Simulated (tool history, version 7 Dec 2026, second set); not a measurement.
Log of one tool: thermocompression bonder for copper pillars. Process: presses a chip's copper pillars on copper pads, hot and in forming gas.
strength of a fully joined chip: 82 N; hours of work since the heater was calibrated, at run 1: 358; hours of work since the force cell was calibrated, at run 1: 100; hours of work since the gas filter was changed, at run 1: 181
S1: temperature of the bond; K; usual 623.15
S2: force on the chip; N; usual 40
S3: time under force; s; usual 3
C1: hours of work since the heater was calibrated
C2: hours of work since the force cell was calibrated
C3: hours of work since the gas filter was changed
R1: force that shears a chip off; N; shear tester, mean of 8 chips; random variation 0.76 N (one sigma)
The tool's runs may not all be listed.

run	hour	S1	S2	S3	C1	C2	C3	R1
1	0	623.15	40	3	358	100	181	53.4
2	13.9	623.15	40	3	366	108	189	54.5
3	25.9	609.15	40	3	373	114	196	49.8
4	35.5	623.15	40	3	378	120	201	54.2
5	44.3	623.15	40	3	384	125	206	56.3
6	52	623.15	40	3	388	129	210	53.7
7	68.1	623.15	40	9	397	138	220	69.6
8	82.6	623.15	40	9	405	147	228	68.9
9	92.2	623.15	40	9	411	152	233	68.4
10	106.5	617.15	40	3	419	160	241	53.2
11	115.2	636.15	40	3	424	165	246	57.3
12	131.5	608.15	40	3	433	175	256	50.5
13	141.1	608.15	40	3	439	180	261	50.1
14	152	623.15	40	3	445	186	267	53.3
15	163.8	623.15	40	3	452	193	274	53.5
16	176.6	623.15	59	3	459	200	281	62.2
17	186.8	623.15	40	3	465	206	287	54.3
18	200.3	623.15	40	2	472	214	295	46.9
19	213.5	623.15	40	2	480	221	302	45.7
20	230.3	623.15	40	3	489	231	312	53
21	239.5	623.15	37	3	495	236	317	50.8
22	254.8	645.15	40	6	503	245	326	67.7
23	269.6	622.15	31	4	512	253	334	51.1
24	283.6	622.15	31	4	520	261	342	51
25	297.2	622.15	35	2	528	269	350	42.8
# hour 300.8: heater calibrated with a thermocouple chip
26	310.1	631.15	25	3	5	275	356	44.5
27	319.8	631.15	25	5	11	281	362	50.8
28	330.2	631.15	25	6	17	287	368	53.3

Forecast run 29:
29	345.2	631.15	25	6	25	295	376	?

R1: 54.6 N
Without the tool's hidden state the same run would have given R1 59.1 N.
